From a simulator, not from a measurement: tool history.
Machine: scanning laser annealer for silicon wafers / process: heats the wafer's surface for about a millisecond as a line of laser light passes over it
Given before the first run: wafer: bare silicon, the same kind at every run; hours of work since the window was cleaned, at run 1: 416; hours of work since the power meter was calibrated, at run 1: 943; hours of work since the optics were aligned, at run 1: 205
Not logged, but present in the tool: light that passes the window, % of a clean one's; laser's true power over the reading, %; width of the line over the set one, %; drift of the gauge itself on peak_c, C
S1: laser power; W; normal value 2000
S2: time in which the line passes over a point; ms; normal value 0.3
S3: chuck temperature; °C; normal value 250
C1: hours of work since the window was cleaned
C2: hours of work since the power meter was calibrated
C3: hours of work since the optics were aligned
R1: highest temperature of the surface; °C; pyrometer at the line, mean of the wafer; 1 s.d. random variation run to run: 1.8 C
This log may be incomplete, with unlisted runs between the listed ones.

{"run": 1, "hour": 0.0, "S1": 2000, "S2": 0.3, "S3": 250, "C1": 416, "C2": 943, "C3": 205, "R1": 1026}
{"hour": 27.8, "done": "window over the wafer cleaned"}
{"run": 2, "hour": 52.0, "S1": 2000, "S2": 0.3, "S3": 250, "C1": 12, "C2": 969, "C3": 231, "R1": 1053}
{"run": 3, "hour": 90.6, "S1": 2000, "S2": 0.3, "S3": 250, "C1": 32, "C2": 989, "C3": 250, "R1": 1050}
{"run": 4, "hour": 114.6, "S1": 2000, "S2": 0.3, "S3": 250, "C1": 44, "C2": 1001, "C3": 263, "R1": 1052}
{"run": 5, "hour": 139.6, "S1": 2000, "S2": 0.3, "S3": 250, "C1": 57, "C2": 1013, "C3": 275, "R1": 1050}
{"run": 6, "hour": 182.9, "S1": 2000, "S2": 0.3, "S3": 250, "C1": 79, "C2": 1035, "C3": 297, "R1": 1047}
{"run": 7, "hour": 231.4, "S1": 2000, "S2": 0.3, "S3": 250, "C1": 104, "C2": 1060, "C3": 322, "R1": 1044}
{"run": 8, "hour": 282.3, "S1": 2000, "S2": 0.3, "S3": 250, "C1": 129, "C2": 1086, "C3": 348, "R1": 1042}
{"run": 9, "hour": 306.4, "S1": 2000, "S2": 0.363, "S3": 250, "C1": 142, "C2": 1098, "C3": 360, "R1": 1134}
{"run": 10, "hour": 353.3, "S1": 2000, "S2": 0.363, "S3": 250, "C1": 166, "C2": 1122, "C3": 384, "R1": 1130}
{"run": 11, "hour": 382.2, "S1": 1825, "S2": 0.3, "S3": 250, "C1": 180, "C2": 1137, "C3": 399, "R1": 949}
{"run": 12, "hour": 416.4, "S1": 2000, "S2": 0.3, "S3": 250, "C1": 198, "C2": 1154, "C3": 416, "R1": 1033}
{"run": 13, "hour": 463.6, "S1": 2000, "S2": 0.3, "S3": 250, "C1": 222, "C2": 1178, "C3": 440, "R1": 1033}
{"run": 14, "hour": 513.1, "S1": 2000, "S2": 0.3, "S3": 250, "C1": 247, "C2": 1203, "C3": 465, "R1": 1032}
{"run": 15, "hour": 537.6, "S1": 2000, "S2": 0.238, "S3": 250, "C1": 259, "C2": 1216, "C3": 478, "R1": 929}
{"run": 16, "hour": 585.3, "S1": 2000, "S2": 0.3, "S3": 250, "C1": 283, "C2": 1240, "C3": 502, "R1": 1030}
{"run": 17, "hour": 621.4, "S1": 2000, "S2": 0.3, "S3": 250, "C1": 302, "C2": 1258, "C3": 520, "R1": 1028}
{"run": 18, "hour": 658.8, "S1": 2000, "S2": 0.3, "S3": 250, "C1": 321, "C2": 1277, "C3": 539, "R1": 1026}
{"hour": 665.2, "done": "laser's power meter calibrated"}
{"run": 19, "hour": 697.2, "S1": 2000, "S2": 0.3, "S3": 250, "C1": 339, "C2": 16, "C3": 557, "R1": 1022}
{"run": 20, "hour": 718.3, "S1": 2000, "S2": 0.3, "S3": 228, "C1": 350, "C2": 27, "C3": 568, "R1": 998}
{"run": 21, "hour": 748.5, "S1": 1772, "S2": 0.28, "S3": 211, "C1": 365, "C2": 42, "C3": 583, "R1": 846}
{"run": 22, "hour": 791.5, "S1": 1961, "S2": 0.284, "S3": 267, "C1": 387, "C2": 64, "C3": 605, "R1": 991}
{"run": 23, "hour": 829.0, "S1": 1872, "S2": 0.29, "S3": 212, "C1": 406, "C2": 83, "C3": 624, "R1": 906}
{"hour": 843.1, "done": "laser's power meter calibrated, once more"}
{"run": 24, "hour": 873.2, "S1": 1872, "S2": 0.29, "S3": 212, "C1": 427, "C2": 15, "C3": 645, "R1": 902}
{"hour": 879.8, "done": "window over the wafer cleaned"}
{"run": 25, "hour": 896.4, "S1": 1872, "S2": 0.29, "S3": 212, "C1": 8, "C2": 26, "C3": 656, "R1": 930}
{"run": 26, "hour": 922.8, "S1": 1872, "S2": 0.29, "S3": 212, "C1": 22, "C2": 40, "C3": 669, "R1": 926}
{"run": 27, "hour": 965.7, "S1": 1872, "S2": 0.29, "S3": 212, "C1": 44, "C2": 61, "C3": 691, "R1": 926}
{"run": 28, "hour": 998.1, "S1": 1872, "S2": 0.29, "S3": 212, "C1": 60, "C2": 78, "C3": 708, "R1": 926}
{"run": 29, "hour": 1021.7, "S1": 1872, "S2": 0.29, "S3": 212, "C1": 72, "C2": 90, "C3": 720, "R1": 923}
{"run": 30, "hour": 1059.3, "S1": 1872, "S2": 0.29, "S3": 212, "C1": 91, "C2": 109, "C3": 739, "R1": 924}
{"run": 31, "hour": 1085.3, "S1": 1863, "S2": 0.275, "S3": 212, "C1": 104, "C2": 122, "C3": 752, "R1": 892}
{"run": 32, "hour": 1122.6, "S1": 1968, "S2": 0.369, "S3": 232, "C1": 123, "C2": 141, "C3": 771, "R1": 1102}
{"run": 33, "hour": 1169.3, "S1": 2007, "S2": 0.367, "S3": 232, "C1": 147, "C2": 165, "C3": 795, "R1": 1117}
{"run": 34, "hour": 1208.7, "S1": 2007, "S2": 0.367, "S3": 232, "C1": 167, "C2": 185, "C3": 815, "R1": 1114}
{"run": 35, "hour": 1245.2, "S1": 2007, "S2": 0.367, "S3": 232, "C1": 186, "C2": 203, "C3": 833, "R1": 1117}
{"run": 36, "hour": 1274.7, "S1": 1906, "S2": 0.341, "S3": 219, "C1": 201, "C2": 218, "C3": 848, "R1": 1008}
{"run": 37, "hour": 1297.4, "S1": 2175, "S2": 0.341, "S3": 219, "C1": 212, "C2": 230, "C3": 860, "R1": 1156}
{"run": 38, "hour": 1330.9, "S1": 1981, "S2": 0.233, "S3": 250, "C1": 229, "C2": 247, "C3": 877, "R1": 910}
{"run": 39, "hour": 1363.6, "S1": 1981, "S2": 0.233, "S3": 250, "C1": 246, "C2": 264, "C3": 894, "R1": 912}
{"run": 40, "hour": 1409.5, "S1": 1850, "S2": 0.233, "S3": 271, "C1": 269, "C2": 287, "C3": 917, "R1": 876}

3 ways to go on from here, each from the tool as it stands after run 40. What would each give?
{"run": "A", "hour": 1439.7, "S1": 1850, "S2": 0.233, "S3": 279, "C1": 285, "C2": 302, "C3": 932, "R1": "?"}
{"run": "B", "hour": 1439.7, "S1": 2082, "S2": 0.315, "S3": 250, "C1": 285, "C2": 302, "C3": 932, "R1": "?"}
{"run": "C", "hour": 1439.7, "S1": 2145, "S2": 0.233, "S3": 271, "C1": 285, "C2": 302, "C3": 932, "R1": "?"}

run=A R1=880
run=B R1=1088
run=C R1=1005
Without the tool's hidden state the same runs would have given:
run=A R1=911
run=B R1=1130
run=C R1=1042

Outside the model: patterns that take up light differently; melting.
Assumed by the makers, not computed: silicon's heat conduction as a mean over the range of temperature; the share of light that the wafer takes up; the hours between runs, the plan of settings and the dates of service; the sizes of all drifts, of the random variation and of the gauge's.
